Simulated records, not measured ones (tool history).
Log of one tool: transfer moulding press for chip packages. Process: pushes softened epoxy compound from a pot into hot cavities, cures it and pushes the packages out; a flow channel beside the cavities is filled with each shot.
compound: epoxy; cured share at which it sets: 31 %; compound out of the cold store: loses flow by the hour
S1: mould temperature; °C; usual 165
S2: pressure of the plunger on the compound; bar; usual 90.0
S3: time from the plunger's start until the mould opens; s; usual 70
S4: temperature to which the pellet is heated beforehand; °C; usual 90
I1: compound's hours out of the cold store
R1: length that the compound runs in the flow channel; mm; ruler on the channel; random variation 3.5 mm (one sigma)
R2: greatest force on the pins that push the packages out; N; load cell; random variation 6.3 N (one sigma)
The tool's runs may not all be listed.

{"run": 1, "hour": 0.0, "S1": 165, "S2": 90.0, "S3": 70, "S4": 90, "I1": 19.8, "R1": 677, "R2": 318}
{"hour": 27.9, "done": "cavities cleaned with cleaning compound and waxed"}
{"run": 2, "hour": 75.1, "S1": 165, "S2": 90.0, "S3": 70, "S4": 97, "I1": 47.6, "R1": 598, "R2": 365}
{"hour": 80.9, "done": "cavities cleaned with cleaning compound and waxed"}
{"hour": 134.2, "done": "cavities cleaned with cleaning compound and waxed"}
{"hour": 143.5, "done": "plunger's sealing rings changed"}
{"run": 3, "hour": 155.3, "S1": 165, "S2": 90.0, "S3": 70, "S4": 90, "I1": 37.6, "R1": 654, "R2": 286}
{"hour": 191.7, "done": "cavities cleaned with cleaning compound and waxed"}
{"hour": 244.7, "done": "cavities cleaned with cleaning compound and waxed, once more"}
{"run": 4, "hour": 244.7, "S1": 165, "S2": 90.0, "S3": 70, "S4": 90, "I1": 47.2, "R1": 621, "R2": 232}
{"hour": 301.5, "done": "cavities cleaned with cleaning compound and waxed"}
{"run": 5, "hour": 327.0, "S1": 165, "S2": 90.0, "S3": 70, "S4": 90, "I1": 46.1, "R1": 615, "R2": 284}
{"hour": 359.0, "done": "cavities cleaned with cleaning compound and waxed"}
{"run": 6, "hour": 388.3, "S1": 168, "S2": 90.0, "S3": 70, "S4": 90, "I1": 14.3, "R1": 667, "R2": 278}
{"hour": 417.1, "done": "cavities cleaned with cleaning compound and waxed"}
{"hour": 428.9, "done": "plunger's sealing rings changed"}
{"hour": 475.5, "done": "cavities cleaned with cleaning compound and waxed"}
{"run": 7, "hour": 491.5, "S1": 168, "S2": 84.8, "S3": 64, "S4": 90, "I1": 35.7, "R1": 627, "R2": 271}
{"hour": 533.0, "done": "cavities cleaned with cleaning compound and waxed"}
{"run": 8, "hour": 544.7, "S1": 168, "S2": 87.9, "S3": 104, "S4": 90, "I1": 35.3, "R1": 624, "R2": 218}
{"hour": 594.6, "done": "cavities cleaned with cleaning compound and waxed"}
{"run": 9, "hour": 605.4, "S1": 172, "S2": 90.0, "S3": 70, "S4": 92, "I1": 44.8, "R1": 598, "R2": 221}
{"hour": 648.3, "done": "cavities cleaned with cleaning compound and waxed"}
{"hour": 703.6, "done": "cavities cleaned with cleaning compound and waxed"}
{"run": 10, "hour": 703.6, "S1": 172, "S2": 90.0, "S3": 70, "S4": 92, "I1": 27.0, "R1": 628, "R2": 189}
{"hour": 715.4, "done": "plunger's sealing rings changed"}
{"run": 11, "hour": 752.8, "S1": 167, "S2": 85.5, "S3": 58, "S4": 81, "I1": 42.7, "R1": 622, "R2": 387}

Forecast each of these 5 alternatives for the next run:
{"hour": 763.2, "done": "cavities cleaned with cleaning compound and waxed"}
{"hour": 776.0, "done": "mould's thermocouples calibrated"}
{"run": "A", "hour": 797.7, "S1": 169, "S2": 85.5, "S3": 58, "S4": 95, "I1": 36.0, "R1": "?", "R2": "?"}
{"hour": 763.2, "done": "cavities cleaned with cleaning compound and waxed"}
{"hour": 776.0, "done": "mould's thermocouples calibrated"}
{"run": "B", "hour": 797.7, "S1": 167, "S2": 85.5, "S3": 58, "S4": 80, "I1": 41.8, "R1": "?", "R2": "?"}
{"hour": 763.2, "done": "cavities cleaned with cleaning compound and waxed"}
{"hour": 776.0, "done": "mould's thermocouples calibrated"}
{"run": "C", "hour": 797.7, "S1": 163, "S2": 90.0, "S3": 87, "S4": 80, "I1": 35.5, "R1": "?", "R2": "?"}
{"hour": 763.2, "done": "cavities cleaned with cleaning compound and waxed"}
{"hour": 776.0, "done": "mould's thermocouples calibrated"}
{"run": "D", "hour": 797.7, "S1": 167, "S2": 85.5, "S3": 57, "S4": 81, "I1": 9.3, "R1": "?", "R2": "?"}
{"hour": 763.2, "done": "cavities cleaned with cleaning compound and waxed"}
{"hour": 776.0, "done": "mould's thermocouples calibrated"}
{"run": "E", "hour": 797.7, "S1": 165, "S2": 90.0, "S3": 70, "S4": 97, "I1": 9.6, "R1": "?", "R2": "?"}

run=A R1=626 R2=354
run=B R1=616 R2=415
run=C R1=657 R2=265
run=D R1=692 R2=476
run=E R1=718 R2=323
Without the tool's hidden state the same runs would have given:
run=A R1=638 R2=270
run=B R1=627 R2=318
run=C R1=670 R2=202
run=D R1=705 R2=363
run=E R1=731 R2=247
